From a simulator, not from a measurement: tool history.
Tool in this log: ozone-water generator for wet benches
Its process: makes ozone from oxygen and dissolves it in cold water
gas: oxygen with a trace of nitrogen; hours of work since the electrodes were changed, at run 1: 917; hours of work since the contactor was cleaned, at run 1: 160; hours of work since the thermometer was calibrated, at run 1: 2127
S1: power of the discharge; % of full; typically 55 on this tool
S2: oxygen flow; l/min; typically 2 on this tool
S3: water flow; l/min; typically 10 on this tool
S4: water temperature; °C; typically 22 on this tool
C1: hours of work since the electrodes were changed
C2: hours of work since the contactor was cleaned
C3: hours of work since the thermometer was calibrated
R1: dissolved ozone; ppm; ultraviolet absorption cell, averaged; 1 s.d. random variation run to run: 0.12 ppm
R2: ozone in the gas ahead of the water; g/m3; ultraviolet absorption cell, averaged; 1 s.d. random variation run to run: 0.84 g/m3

| run | hour | S1 | S2 | S3 | S4 | C1 | C2 | C3 | R1 | R2 |
|---|---|---|---|---|---|---|---|---|---|---|
| 1 | 0 | 55 | 2 | 10 | 22 | 917 | 160 | 2127 | 10.4 | 131.5 |
| 2 | 43.4 | 55 | 2 | 10 | 22 | 946 | 189 | 2156 | 10.5 | 130.9 |
| 3 | 75.9 | 55 | 2 | 10 | 22 | 968 | 210 | 2177 | 10.6 | 131.1 |
| 4 | 117.1 | 55 | 2 | 8 | 22 | 995 | 238 | 2205 | 12.5 | 130.6 |
| 5 | 143.9 | 55 | 2 | 8 | 22 | 1013 | 256 | 2222 | 12.3 | 131.2 |
| 6 | 166.8 | 55 | 2.57 | 10 | 22 | 1028 | 271 | 2238 | 10.2 | 111.4 |
| 7 | 198.9 | 55 | 2 | 10 | 21 | 1049 | 292 | 2259 | 10.6 | 129.6 |
| 8 | 245 | 55 | 2 | 10 | 22 | 1080 | 323 | 2289 | 10.4 | 130.5 |
| 9 | 279.1 | 55 | 2 | 10 | 22 | 1102 | 345 | 2312 | 10.6 | 128.6 |
| 10 | 302.4 | 55 | 2 | 10 | 22 | 1118 | 361 | 2328 | 10.4 | 129.2 |
| 11 | 325.3 | 55 | 2 | 10 | 22 | 1133 | 376 | 2343 | 10.3 | 129.2 |
| 12 | 351.8 | 55 | 2 | 10 | 22 | 1151 | 393 | 2360 | 10.4 | 131.4 |
| 13 | 396.1 | 55 | 2.18 | 10 | 22 | 1180 | 423 | 2390 | 10 | 121.9 |
| 14 | 425.6 | 55 | 2.18 | 10 | 22 | 1200 | 442 | 2409 | 10 | 121.3 |
| 15 | 447.4 | 55 | 2.18 | 10 | 22 | 1214 | 457 | 2424 | 10.4 | 121.6 |
| 16 | 485.8 | 55 | 2.18 | 11 | 22 | 1240 | 482 | 2449 | 9.8 | 121.5 |
| 17 | 514.8 | 50 | 2.18 | 11 | 22 | 1259 | 502 | 2468 | 8.9 | 115.6 |
| 18 | 563 | 55 | 2.02 | 10 | 22 | 1291 | 534 | 2500 | 10.5 | 128.1 |
| 19 | 607.2 | 55 | 2.02 | 10 | 22 | 1320 | 563 | 2530 | 10.1 | 128.7 |
| 20 | 637.2 | 55 | 2.5 | 10 | 25 | 1340 | 583 | 2550 | 9.4 | 112.3 |
| 21 | 684.5 | 55 | 2.5 | 10 | 25 | 1371 | 614 | 2581 | 9.3 | 111.9 |
| 22 | 729.2 | 55 | 2.74 | 11 | 25 | 1401 | 644 | 2611 | 8.8 | 105.4 |
| 23 | 776.3 | 97 | 2 | 10 | 16 | 1432 | 675 | 2642 | 14.9 | 175.7 |
| 24 | 801.8 | 53 | 2 | 6 | 29 | 1449 | 692 | 2659 | 12.6 | 125.4 |
| 25 | 828.9 | 53 | 2 | 6 | 29 | 1467 | 710 | 2677 | 12.6 | 126.4 |
| 26 | 867.5 | 55 | 2 | 10 | 28 | 1493 | 735 | 2702 | 9.3 | 127.2 |
| 27 | 900.7 | 63 | 2.06 | 8 | 22 | 1515 | 758 | 2724 | 12.8 | 134.7 |
| 28 | 941.5 | 63 | 2.06 | 8 | 22 | 1542 | 785 | 2751 | 12.9 | 133.6 |

Predict each of these 3 candidate next runs independently; none follows another, all start after run 28:
| A | 963 | 43 | 2 | 12 | 15 | 1556 | 799 | 2766 | ? | ? |
| B | 963 | 42 | 2 | 10 | 22 | 1556 | 799 | 2766 | ? | ? |
| C | 963 | 63 | 2 | 10 | 23 | 1556 | 799 | 2766 | ? | ? |

| run | R1 | R2 |
|---|---|---|
| A | 7.9 | 109.2 |
| B | 8.4 | 109.7 |
| C | 10.5 | 139.1 |
Had the tool no hidden state, the same runs would have come out as:
| run | R1 | R2 |
|---|---|---|
| A | 8.6 | 115.4 |
| B | 9.2 | 115.7 |
| C | 11.7 | 149.4 |

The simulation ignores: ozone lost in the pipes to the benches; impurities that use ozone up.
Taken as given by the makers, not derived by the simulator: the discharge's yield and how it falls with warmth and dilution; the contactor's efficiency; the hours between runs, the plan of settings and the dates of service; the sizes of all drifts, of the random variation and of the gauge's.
